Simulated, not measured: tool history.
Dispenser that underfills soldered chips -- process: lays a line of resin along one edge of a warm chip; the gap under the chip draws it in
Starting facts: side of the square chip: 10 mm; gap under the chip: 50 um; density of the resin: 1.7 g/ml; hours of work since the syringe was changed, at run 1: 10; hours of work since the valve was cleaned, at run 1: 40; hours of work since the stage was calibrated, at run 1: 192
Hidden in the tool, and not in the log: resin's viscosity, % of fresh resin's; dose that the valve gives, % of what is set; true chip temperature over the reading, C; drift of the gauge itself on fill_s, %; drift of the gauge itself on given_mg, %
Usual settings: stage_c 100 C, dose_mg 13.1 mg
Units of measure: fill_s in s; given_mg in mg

run   hour  stage_c  dose_mg  hours of work since the syringe was changed  hours of work since the valve was cleaned  hours of work since the stage was calibrated  fill_s  given_mg
  1      0      100     13.1                                           10                                         40                                           192   182.1     12.75
       1.3  -- new syringe of resin
       2.3  -- dispensing valve cleaned and set on the balance
  2   10.4      100     13.1                                            6                                          6                                           199   146.3     13.12
      18.5  -- new syringe of resin
  3   21.9      100     13.1                                            3                                         14                                           207   129.2     13.07
      34.1  -- new syringe of resin
  4   37.5      100     13.1                                            3                                         26                                           218   132.3     12.87
      50.2  -- new syringe of resin
  5     52      100     13.1                                            1                                         36                                           229   125.6      12.8
      59.5  -- dispensing valve cleaned and set on the balance
  6   63.8      100     13.1                                            9                                          3                                           237     177     13.03
      67.2  -- new syringe of resin
  7   76.2      100     13.1                                            7                                         12                                           246   155.6      12.9
        83  -- new syringe of resin
  8   90.5      100     13.1                                            6                                         23                                           257   148.2     12.81
      98.5  -- new syringe of resin
  9  106.2      100     13.1                                            6                                         34                                           268   152.3     12.75
     114.3  -- new syringe of resin
 10  114.4      100     13.1                                            0                                         40                                           274   117.4     12.73
     116.7  -- dispensing valve cleaned and set on the balance
     130.5  -- new syringe of resin
 11  130.5      100     13.1                                            0                                         10                                           285   119.7     13.07
 12  141.7      100     13.1                                            8                                         19                                           294   171.1     12.98
     145.4  -- new syringe of resin
 13  158.4      100     13.1                                           10                                         31                                           306   182.3     12.87
     160.9  -- new syringe of resin
     173.5  -- dispensing valve cleaned and set on the balance
 14  175.3      100       16                                           10                                          1                                           317   177.3     16.04
     176.9  -- new syringe of resin
 15  182.5      100     13.3                                            4                                          6                                           323   137.1     13.32
     192.9  -- new syringe of resin
 16  198.9      100     13.3                                            4                                         19                                           335   150.6     13.21
     208.5  -- new syringe of resin
 17  208.7      100     13.3                                            0                                         26                                           342     121     13.15
 18  217.8      100     13.3                                            7                                         32                                           349   164.2     13.05
     224.3  -- new syringe of resin
       231  -- dispensing valve cleaned and set on the balance
 19    232      100     13.3                                            5                                          1                                           358   147.9     13.36
     241.2  -- new syringe of resin
 20  245.9      100     13.3                                            4                                         11                                           368   144.8     13.28
     257.2  -- new syringe of resin
 21  262.1      100     13.3                                            4                                         23                                           380   140.8     13.12
 22  271.2       93     13.3                                           10                                         30                                           387   228.1     13.09
     272.2  -- new syringe of resin
 23  280.6       96     12.8                                            6                                         36                                           394     178      12.5
     287.3  -- new syringe of resin
     288.3  -- dispensing valve cleaned and set on the balance
 24  291.2      104     11.2                                            2                                          2                                           401   125.7     11.19
 25  299.5      104     13.9                                            8                                          8                                           407   156.3     13.77
     303.9  -- new syringe of resin
 26  308.3       98     16.6                                            3                                         15                                           413   144.9     16.41
     318.9  -- new syringe of resin
 27  318.9       95     12.6                                            0                                         22                                           421   142.5     12.34
 28  327.8       88     12.5                                            7                                         29                                           428   227.7     12.29
     334.6  -- new syringe of resin
 29  337.8       85       16                                            2                                         36                                           435   209.5     15.52

Branching from run 29: 3 alternative next runs. What would each branch give?
     345.3  -- dispensing valve cleaned and set on the balance
       351  -- new syringe of resin
  A  356.1      108     11.2                                            4                                          8                                           448       ?         ?
     345.3  -- dispensing valve cleaned and set on the balance
       351  -- new syringe of resin
  B  356.1      109     11.1                                            4                                          8                                           448       ?         ?
     345.3  -- dispensing valve cleaned and set on the balance
       351  -- new syringe of resin
  C  356.1       85     16.5                                            4                                          8                                           448       ?         ?

run  fill_s  given_mg
  A   117.5     11.19
  B   114.3     11.05
  C   223.6     16.43
Without the tool's hidden state the same runs would have given:
run  fill_s  given_mg
  A    94.5     11.26
  B      92     11.12
  C   179.1     16.54
